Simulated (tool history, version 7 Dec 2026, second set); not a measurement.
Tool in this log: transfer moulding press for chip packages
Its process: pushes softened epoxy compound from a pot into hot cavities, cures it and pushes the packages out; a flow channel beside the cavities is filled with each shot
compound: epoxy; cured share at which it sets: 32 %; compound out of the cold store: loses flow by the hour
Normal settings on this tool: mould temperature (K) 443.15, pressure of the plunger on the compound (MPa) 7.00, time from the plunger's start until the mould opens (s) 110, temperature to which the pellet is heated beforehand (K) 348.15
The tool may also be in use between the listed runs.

run     day  mould temperature (K)  pressure of the plunger on the compound (MPa)  time from the plunger's start until the mould opens (s)  temperature to which the pellet is heated beforehand (K)  incoming compound's hours out of the cold store  length that the compound runs in the flow channel (mm)  greatest force on the pins that push the packages out (N)
  1   0.000                 443.15                                           7.00                                                      110                                                    348.15                                              9.1                                                     660                                                        751
  2   0.246                 443.15                                           7.00                                                      110                                                    348.15                                             26.9                                                     609                                                        761
  3   0.538                 443.15                                           7.00                                                      110                                                    348.15                                              9.7                                                     650                                                        772
  4   0.867                 443.15                                           7.00                                                      110                                                    348.15                                             28.1                                                     602                                                        780
      1.183  -- cavities cleaned with cleaning compound and waxed
  5   1.204                 443.15                                           7.41                                                      110                                                    348.15                                             38.9                                                     582                                                        424
  6   1.429                 443.15                                           7.41                                                      110                                                    348.15                                             26.1                                                     621                                                        467
  7   1.658                 443.15                                           7.41                                                      110                                                    348.15                                             43.5                                                     554                                                        533
  8   1.921                 443.15                                           7.00                                                      149                                                    348.15                                             32.8                                                     569                                                        500
  9   2.133                 443.15                                           7.00                                                       97                                                    348.15                                             36.0                                                     575                                                        771
 10   2.475                 443.15                                           7.00                                                      110                                                    348.15                                             20.4                                                     618                                                        714
 11   2.954                 443.15                                           7.00                                                      110                                                    349.15                                             30.0                                                     592                                                        718
 12   3.321                 443.15                                           7.00                                                      110                                                    348.15                                             34.5                                                     572                                                        760
      3.779  -- cavities cleaned with cleaning compound and waxed
 13   3.779                 443.15                                           7.00                                                      135                                                    348.15                                             13.7                                                     656                                                        349
 14   4.217                 443.15                                           7.00                                                      135                                                    348.15                                             28.8                                                     587                                                        440
 15   4.629                 450.15                                           8.77                                                      110                                                    348.15                                             46.3                                                     576                                                        512
 16   5.058                 443.15                                           7.00                                                      110                                                    355.15                                             35.8                                                     569                                                        665
 17   5.504                 440.15                                           8.61                                                      136                                                    356.15                                             21.7                                                     695                                                        664
 18   5.875                 440.15                                           8.61                                                      136                                                    356.15                                             26.6                                                     672                                                        688
      6.392  -- cavities cleaned with cleaning compound and waxed
 19   6.396                 443.15                                           6.83                                                      133                                                    345.15                                              9.8                                                     629                                                        357
      6.858  -- plunger's sealing rings changed
 20   6.900                 438.15                                           5.48                                                      110                                                    348.15                                             26.4                                                     592                                                        729
 21   7.308                 438.15                                           8.34                                                      110                                                    348.15                                             32.5                                                     716                                                        809
 22   7.808                 438.15                                           8.34                                                      110                                                    348.15                                              9.7                                                     814                                                       1039
 23   8.304                 436.15                                           7.00                                                      110                                                    348.15                                             21.2                                                     689                                                       1266
 24   8.708                 436.15                                           7.00                                                      110                                                    348.15                                             37.6                                                     651                                                       1175
      9.104  -- cavities cleaned with cleaning compound and waxed
 25   9.138                 436.15                                           7.00                                                      108                                                    357.15                                             19.0                                                     694                                                        746
 26   9.650                 439.15                                           5.74                                                      110                                                    348.15                                             22.2                                                     608                                                        728
 27   9.954                 439.15                                           5.74                                                      110                                                    348.15                                             36.6                                                     570                                                        749
 28  10.250                 439.15                                           5.74                                                      110                                                    348.15                                             44.2                                                     553                                                        784

Alternative continuations, all from the tool just after run 28; predict every row:
  A  10.533                 439.15                                           6.69                                                      110                                                    348.15                                             28.1                                                       ?                                                          ?
  B  10.533                 435.15                                           5.74                                                      110                                                    343.15                                             28.8                                                       ?                                                          ?
  C  10.533                 443.15                                           8.17                                                      110                                                    348.15                                             33.3                                                       ?                                                          ?

run  length that the compound runs in the flow channel (mm)  greatest force on the pins that push the packages out (N)
  A                                                     630                                                        904
  B                                                     611                                                       1291
  C                                                     666                                                        695
Stripped of hidden state, with their random variation kept, the same runs would have yielded:
run  length that the compound runs in the flow channel (mm)  greatest force on the pins that push the packages out (N)
  A                                                     635                                                        489
  B                                                     615                                                        693
  C                                                     672                                                        384

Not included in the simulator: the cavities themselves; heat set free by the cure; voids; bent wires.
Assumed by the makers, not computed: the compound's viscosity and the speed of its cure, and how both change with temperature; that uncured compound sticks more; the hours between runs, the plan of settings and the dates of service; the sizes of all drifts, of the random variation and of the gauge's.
